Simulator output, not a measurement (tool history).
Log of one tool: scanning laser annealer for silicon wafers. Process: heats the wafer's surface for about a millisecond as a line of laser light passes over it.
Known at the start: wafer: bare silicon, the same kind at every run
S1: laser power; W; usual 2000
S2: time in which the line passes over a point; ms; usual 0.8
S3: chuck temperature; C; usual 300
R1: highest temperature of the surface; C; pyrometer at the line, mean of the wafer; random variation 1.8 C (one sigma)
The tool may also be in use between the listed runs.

run 1 hour=0 | S1=2000 S2=0.8 S3=300 | R1=1075
run 2 hour=34.5 | S1=2000 S2=0.8 S3=287 | R1=1060
run 3 hour=53.2 | S1=2000 S2=0.8 S3=330 | R1=1104
run 4 hour=70.4 | S1=2000 S2=0.8 S3=322 | R1=1096
run 5 hour=88.1 | S1=1723 S2=0.8 S3=322 | R1=967
run 6 hour=118 | S1=2000 S2=0.8 S3=293 | R1=1066
run 7 hour=153.5 | S1=2000 S2=0.8 S3=270 | R1=1045
run 8 hour=169.6 | S1=2000 S2=0.8 S3=270 | R1=1044
run 9 hour=204 | S1=2000 S2=0.8 S3=300 | R1=1073
run 10 hour=233.7 | S1=2000 S2=0.8 S3=300 | R1=1076
run 11 hour=267.8 | S1=2000 S2=0.8 S3=300 | R1=1075
run 12 hour=296.2 | S1=2000 S2=0.8 S3=300 | R1=1077
run 13 hour=331.6 | S1=2000 S2=0.8 S3=300 | R1=1074
run 14 hour=352.1 | S1=2000 S2=0.8 S3=300 | R1=1074
run 15 hour=379.2 | S1=2000 S2=0.8 S3=302 | R1=1076
run 16 hour=416.8 | S1=2000 S2=0.8 S3=300 | R1=1073
run 17 hour=440 | S1=2000 S2=0.8 S3=300 | R1=1075
run 18 hour=473.2 | S1=2000 S2=0.8 S3=300 | R1=1075
run 19 hour=495.6 | S1=2000 S2=0.8 S3=300 | R1=1075
run 20 hour=525.3 | S1=2000 S2=0.8 S3=300 | R1=1072
run 21 hour=545.1 | S1=1949 S2=0.8 S3=298 | R1=1047
run 22 hour=563.9 | S1=2113 S2=0.8 S3=325 | R1=1151
run 23 hour=590.7 | S1=1944 S2=0.61 S3=287 | R1=949
run 24 hour=618.1 | S1=2140 S2=0.719 S3=326 | R1=1125
run 25 hour=637.9 | S1=2143 S2=0.719 S3=326 | R1=1128
run 26 hour=667 | S1=2143 S2=0.719 S3=326 | R1=1126
run 27 hour=693.3 | S1=2089 S2=0.69 S3=300 | R1=1063
run 28 hour=716.5 | S1=2052 S2=0.885 S3=316 | R1=1151
run 29 hour=743.5 | S1=2170 S2=0.885 S3=290 | R1=1183
run 30 hour=764.7 | S1=2170 S2=0.885 S3=290 | R1=1182
run 31 hour=799.5 | S1=2170 S2=0.885 S3=290 | R1=1182
run 32 hour=827.9 | S1=1895 S2=0.601 S3=305 | R1=941
run 33 hour=857.5 | S1=2000 S2=0.845 S3=304 | R1=1096
run 34 hour=878.3 | S1=2000 S2=0.912 S3=333 | R1=1156
run 35 hour=901.4 | S1=2058 S2=0.926 S3=296 | R1=1154
run 36 hour=923.5 | S1=2058 S2=0.926 S3=296 | R1=1154
run 37 hour=946.5 | S1=2085 S2=0.727 S3=269 | R1=1050
run 38 hour=978.8 | S1=2085 S2=0.727 S3=269 | R1=1046
run 39 hour=999.9 | S1=2165 S2=0.866 S3=269 | R1=1151
run 40 hour=1025.8 | S1=2000 S2=0.979 S3=300 | R1=1150

Taken out of this log: 2 entries between the listed runs. Where each belongs, and how the hidden state differs across it:
Between runs 10 and 11: optics aligned, line set to its width (hour 258.3)
  width of the line over the set one, %: 0.17 -> 0.01
Between runs 32 and 33: window over the wafer cleaned (hour 837.7)
  light that passes the window, % of a clean one's: 99.9 -> 99.99; width of the line over the set one, %: 0.06 -> 0.07

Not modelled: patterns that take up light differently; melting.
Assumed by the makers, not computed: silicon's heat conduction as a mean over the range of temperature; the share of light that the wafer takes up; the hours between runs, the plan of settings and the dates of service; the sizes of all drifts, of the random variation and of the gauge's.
